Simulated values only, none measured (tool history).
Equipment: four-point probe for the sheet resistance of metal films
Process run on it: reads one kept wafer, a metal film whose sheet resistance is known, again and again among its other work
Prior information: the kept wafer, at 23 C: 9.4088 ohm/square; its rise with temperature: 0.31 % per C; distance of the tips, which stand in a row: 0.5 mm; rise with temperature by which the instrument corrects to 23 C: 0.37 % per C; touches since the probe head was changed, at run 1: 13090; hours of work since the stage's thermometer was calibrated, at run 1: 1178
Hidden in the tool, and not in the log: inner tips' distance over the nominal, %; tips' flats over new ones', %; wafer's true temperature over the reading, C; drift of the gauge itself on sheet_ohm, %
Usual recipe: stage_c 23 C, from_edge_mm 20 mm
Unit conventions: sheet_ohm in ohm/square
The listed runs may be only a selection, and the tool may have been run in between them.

run	hour	stage_c	from_edge_mm	touches since the probe head was changed	hours of work since the stage's thermometer was calibrated	sheet_ohm
1	0	23	20	13090	1178	9.426135
2	84.3	23	20	15891	1213	9.429623
3	187.4	33	20	19316	1256	9.380036
4	296.5	33	20	22940	1301	9.381746
5	391.5	33	3	26093	1341	9.523415
6	450.2	33	3	28043	1365	9.524148
7	535.7	33	3	30884	1401	9.527184
8	616.7	23	49	33576	1435	9.439514
9	725.5	23	49	37188	1480	9.446181
10	849.2	28	20	41299	1531	9.427218
11	932.8	28	20	44075	1566	9.428423
12	1056.1	28	20	48171	1617	9.434382
13	1136.8	32	5	50851	1651	9.461608
14	1258.7	32	4	54903	1702	9.494682
15	1345.5	31	16	57784	1738	9.427097

What will run 16 give?
# hour 1351.5: stage's thermometer calibrated
16	1407.4	22	10	59825	23	?

sheet_ohm: 9.466245 ohm/square
With the hidden condition absent and the run-to-run variation left alone, this run would have shown sheet_ohm 9.425303 ohm/square.
